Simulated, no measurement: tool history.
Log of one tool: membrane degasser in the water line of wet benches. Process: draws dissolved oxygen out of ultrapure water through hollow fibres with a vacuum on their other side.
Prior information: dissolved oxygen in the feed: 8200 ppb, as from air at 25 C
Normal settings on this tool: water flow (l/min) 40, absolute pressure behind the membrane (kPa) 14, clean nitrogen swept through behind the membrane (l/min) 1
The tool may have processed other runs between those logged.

run      day  water flow (l/min)  absolute pressure behind the membrane (kPa)  clean nitrogen swept through behind the membrane (l/min)  dissolved oxygen in the water behind the degasser (ppb)  pressure that the water loses in the fibres (kPa)
  1        0                  40                                           14                                                         1                                                    811.5                                              50.34
  2    8.908                  40                                           14                                                         1                                                      810                                              50.27
      14.496  -- seals of the vacuum lines changed
  3   14.996                  40                                           14                                                         1                                                    811.9                                              50.13
  4   20.229                  40                                           14                                                      1.61                                                    564.3                                              50.06
  5   31.808                  40                                           14                                                         1                                                      810                                              50.32
  6   43.467                  40                                           14                                                         1                                                    809.7                                              50.48
  7   49.979                  40                                           14                                                         1                                                    812.1                                              50.31
  8   61.029                  40                                           14                                                         1                                                    812.6                                              50.22
  9   72.829                  40                                           14                                                         1                                                    812.7                                              50.69
 10   81.696                  40                                           14                                                         1                                                    812.7                                              50.43
 11   87.938                  40                                           14                                                         1                                                    814.4                                              50.36
      96.408  -- vacuum gauge calibrated
 12   99.242                  40                                         25.4                                                         1                                                   1523.8                                              50.45
 13  104.871                  49                                         25.4                                                         1                                                   1763.6                                              61.68
 14  112.496                  50                                         30.2                                                         1                                                   2091.3                                              63.54
 15  120.017                  37                                         14.4                                                      1.41                                                    607.1                                              46.81
 16  126.438                  30                                         14.4                                                      1.57                                                    462.1                                              37.68
 17  136.275                  41                                         25.9                                                      1.26                                                   1348.9                                              52.11
     140.454  -- vacuum gauge calibrated, once more
 18  141.712                  40                                         24.1                                                       0.5                                                   2239.4                                              50.46
 19  151.129                  40                                         24.1                                                       0.5                                                   2241.2                                              50.57
 20  156.512                  62                                         12.4                                                      2.97                                                    511.5                                               78.9
 21    164.1                  29                                           14                                                      1.09                                                    585.3                                              36.66
 22  170.721                  34                                           14                                                         1                                                    713.9                                              43.56
 23  180.671                  40                                         20.2                                                      1.61                                                    852.8                                              51.16
 24  188.479                  34                                         20.2                                                      2.06                                                    606.5                                              43.32
 25  197.925                  40                                         24.5                                                      2.11                                                    845.3                                              50.65
 26  204.296                  40                                           20                                                      2.45                                                    606.6                                              50.62

Some steps in dissolved oxygen in the water behind the degasser (ppb), run to run, broken into two amounts with sign: the step expected even without the hidden condition (settings, incoming material, random variation), and the rest, left for the hidden condition together with whatever gauge scatter is not in both the measured and the hidden-condition-free result:
Hidden state at play: membrane still open, %; true pressure behind the membrane over the reading, kPa; air that leaks in behind the membrane, l/min; drift of the gauge itself on oxygen_ppb, %; drift of the gauge itself on loss_of_pressure_kpa, %.
Run 14 -> 15: water flow (l/min) 50 -> 37, absolute pressure behind the membrane (kPa) 30.2 -> 14.4, clean nitrogen swept through behind the membrane (l/min) 1 -> 1.41. dissolved oxygen in the water behind the degasser (ppb) -1484.2: hidden state -2.4, all else -1481.8.
Run 19 -> 20: water flow (l/min) 40 -> 62, absolute pressure behind the membrane (kPa) 24.1 -> 12.4, clean nitrogen swept through behind the membrane (l/min) 0.5 -> 2.97. dissolved oxygen in the water behind the degasser (ppb) -1729.7: hidden state +19, all else -1748.7.
Run 20 -> 21: water flow (l/min) 62 -> 29, absolute pressure behind the membrane (kPa) 12.4 -> 14, clean nitrogen swept through behind the membrane (l/min) 2.97 -> 1.09. dissolved oxygen in the water behind the degasser (ppb) +73.8: hidden state -14.2, all else +88.

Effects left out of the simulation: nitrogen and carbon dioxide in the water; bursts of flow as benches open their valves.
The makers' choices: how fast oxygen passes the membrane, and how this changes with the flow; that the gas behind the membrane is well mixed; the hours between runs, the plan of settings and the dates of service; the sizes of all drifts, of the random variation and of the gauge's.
